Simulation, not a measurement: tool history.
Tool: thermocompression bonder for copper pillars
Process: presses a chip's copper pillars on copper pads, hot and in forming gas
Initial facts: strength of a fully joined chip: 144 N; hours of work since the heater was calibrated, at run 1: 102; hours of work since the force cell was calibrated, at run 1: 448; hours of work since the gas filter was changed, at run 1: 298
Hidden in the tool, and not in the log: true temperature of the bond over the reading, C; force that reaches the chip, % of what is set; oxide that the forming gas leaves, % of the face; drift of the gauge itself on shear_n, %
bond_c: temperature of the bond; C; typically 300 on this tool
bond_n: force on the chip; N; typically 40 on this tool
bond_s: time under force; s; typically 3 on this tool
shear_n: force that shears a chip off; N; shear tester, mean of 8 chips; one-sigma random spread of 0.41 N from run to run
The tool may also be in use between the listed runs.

run    day  bond_c  bond_n  bond_s  hours of work since the heater was calibrated  hours of work since the force cell was calibrated  hours of work since the gas filter was changed  shear_n
  1      0     300      40       3                                            102                                                448                                             298     68.3
  2   0.25     300      40       3                                            107                                                453                                             302     68.2
  3  0.479     300      40       3                                            111                                                457                                             306     68.7
  4    0.7     279      40       3                                            115                                                461                                             310     57.1
  5  1.058     279      40       3                                            121                                                467                                             317     56.9
  6  1.475     278      40       3                                            129                                                474                                             324     55.4
  7  1.875     278      40       3                                            136                                                481                                             331       56
  8  2.188     300      40       3                                            141                                                487                                             337     68.8
  9  2.583     300      40       3                                            148                                                494                                             344     68.2
 10  2.858     300      33       3                                            153                                                499                                             349     56.8
 11  3.162     300      33       3                                            158                                                504                                             354     57.4
 12  3.512     300      33       3                                            165                                                510                                             360       57
 13  3.858     300      40       8                                            171                                                517                                             366       94
 14  4.096     327      40       3                                            175                                                521                                             370     83.2
 15  4.475     284      29       2                                            182                                                527                                             377     35.8
 16  4.838     292      35       2                                            188                                                534                                             384       48
 17  5.221     292      35       2                                            195                                                541                                             390     47.7
 18  5.438     300      38       3                                            199                                                545                                             394     65.5
 19  5.646     293      32       5                                            202                                                548                                             398     62.3
 20  6.071     293      32       4                                            210                                                556                                             405     57.6
 21  6.421     293      32       4                                            216                                                562                                             412     57.8
 22  6.671     300      25       3                                            221                                                566                                             416     42.6

What will run 23 give?
 23  7.017     291      40       7                                            227                                                572                                             422        ?

{"run 23": {"shear_n": 84.4}}
The same run, on a tool lacking any hidden state, would have yielded shear_n 84.5 N.
